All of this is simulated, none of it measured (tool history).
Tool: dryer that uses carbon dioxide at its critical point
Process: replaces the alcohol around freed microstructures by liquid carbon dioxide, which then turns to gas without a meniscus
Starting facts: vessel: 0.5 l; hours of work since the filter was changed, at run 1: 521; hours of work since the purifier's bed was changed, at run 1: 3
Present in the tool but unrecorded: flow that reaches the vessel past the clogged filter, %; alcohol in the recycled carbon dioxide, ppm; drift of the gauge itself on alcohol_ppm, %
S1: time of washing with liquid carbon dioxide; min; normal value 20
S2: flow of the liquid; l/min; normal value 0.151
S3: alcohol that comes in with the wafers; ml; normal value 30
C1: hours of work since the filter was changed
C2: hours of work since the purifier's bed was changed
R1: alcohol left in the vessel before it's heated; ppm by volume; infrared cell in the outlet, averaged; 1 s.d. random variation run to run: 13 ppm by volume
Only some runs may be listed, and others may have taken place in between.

{"run": 1, "hour": 0.0, "S1": 20, "S2": 0.151, "S3": 30, "C1": 521, "C2": 3, "R1": 1586}
{"run": 2, "hour": 20.1, "S1": 20, "S2": 0.151, "S3": 30, "C1": 528, "C2": 10, "R1": 1624}
{"run": 3, "hour": 35.4, "S1": 20, "S2": 0.151, "S3": 30, "C1": 534, "C2": 16, "R1": 1636}
{"run": 4, "hour": 47.0, "S1": 20, "S2": 0.151, "S3": 30, "C1": 538, "C2": 20, "R1": 1598}
{"run": 5, "hour": 67.9, "S1": 20, "S2": 0.151, "S3": 30, "C1": 545, "C2": 27, "R1": 1663}
{"run": 6, "hour": 77.5, "S1": 20, "S2": 0.151, "S3": 30, "C1": 549, "C2": 31, "R1": 1662}
{"run": 7, "hour": 89.8, "S1": 20, "S2": 0.151, "S3": 44, "C1": 553, "C2": 35, "R1": 2452}
{"run": 8, "hour": 104.5, "S1": 20, "S2": 0.156, "S3": 44, "C1": 558, "C2": 40, "R1": 2210}
{"run": 9, "hour": 113.3, "S1": 20, "S2": 0.156, "S3": 44, "C1": 561, "C2": 43, "R1": 2232}
{"run": 10, "hour": 132.1, "S1": 20, "S2": 0.156, "S3": 44, "C1": 568, "C2": 50, "R1": 2260}
{"run": 11, "hour": 153.1, "S1": 20, "S2": 0.151, "S3": 30, "C1": 575, "C2": 57, "R1": 1712}
{"run": 12, "hour": 172.1, "S1": 20, "S2": 0.151, "S3": 30, "C1": 582, "C2": 64, "R1": 1719}
{"hour": 178.8, "done": "inlet filter changed"}
{"run": 13, "hour": 188.2, "S1": 20, "S2": 0.151, "S3": 30, "C1": 3, "C2": 69, "R1": 828}
{"run": 14, "hour": 198.2, "S1": 20, "S2": 0.151, "S3": 30, "C1": 7, "C2": 73, "R1": 813}
{"run": 15, "hour": 214.7, "S1": 20, "S2": 0.151, "S3": 30, "C1": 13, "C2": 79, "R1": 835}
{"run": 16, "hour": 223.8, "S1": 20, "S2": 0.151, "S3": 70, "C1": 16, "C2": 82, "R1": 1955}
{"run": 17, "hour": 237.6, "S1": 20, "S2": 0.151, "S3": 70, "C1": 21, "C2": 87, "R1": 1922}
{"run": 18, "hour": 254.5, "S1": 20, "S2": 0.227, "S3": 30, "C1": 27, "C2": 93, "R1": 126}
{"run": 19, "hour": 269.4, "S1": 16, "S2": 0.185, "S3": 39, "C1": 32, "C2": 98, "R1": 1256}
{"run": 20, "hour": 278.8, "S1": 20, "S2": 0.151, "S3": 33, "C1": 35, "C2": 101, "R1": 934}
{"run": 21, "hour": 288.6, "S1": 20, "S2": 0.151, "S3": 33, "C1": 39, "C2": 105, "R1": 961}
{"run": 22, "hour": 298.4, "S1": 23, "S2": 0.132, "S3": 30, "C1": 42, "C2": 108, "R1": 844}
{"run": 23, "hour": 310.0, "S1": 23, "S2": 0.132, "S3": 30, "C1": 46, "C2": 112, "R1": 823}
{"run": 24, "hour": 321.9, "S1": 13, "S2": 0.203, "S3": 30, "C1": 51, "C2": 117, "R1": 1521}
{"run": 25, "hour": 339.6, "S1": 13, "S2": 0.203, "S3": 30, "C1": 57, "C2": 123, "R1": 1565}
{"run": 26, "hour": 356.7, "S1": 13, "S2": 0.203, "S3": 30, "C1": 63, "C2": 129, "R1": 1539}
{"run": 27, "hour": 370.9, "S1": 31, "S2": 0.203, "S3": 25, "C1": 68, "C2": 134, "R1": 34}
{"run": 28, "hour": 381.6, "S1": 31, "S2": 0.203, "S3": 25, "C1": 72, "C2": 138, "R1": 39}
{"run": 29, "hour": 402.7, "S1": 31, "S2": 0.203, "S3": 25, "C1": 79, "C2": 145, "R1": 35}
{"run": 30, "hour": 416.4, "S1": 29, "S2": 0.236, "S3": 38, "C1": 84, "C2": 150, "R1": 38}
{"run": 31, "hour": 426.4, "S1": 29, "S2": 0.236, "S3": 38, "C1": 87, "C2": 154, "R1": 29}

Here are 3 independent what-if runs from the current tool condition. What would each one return?
{"run": "A", "hour": 447.7, "S1": 20, "S2": 0.151, "S3": 28, "C1": 95, "C2": 161, "R1": "?"}
{"run": "B", "hour": 447.7, "S1": 18, "S2": 0.229, "S3": 75, "C1": 95, "C2": 161, "R1": "?"}
{"run": "C", "hour": 447.7, "S1": 24, "S2": 0.203, "S3": 69, "C1": 95, "C2": 161, "R1": "?"}

run=A R1=883
run=B R1=564
run=C R1=200
What these runs would have given with no unlogged condition in the tool:
run=A R1=750
run=B R1=450
run=C R1=139
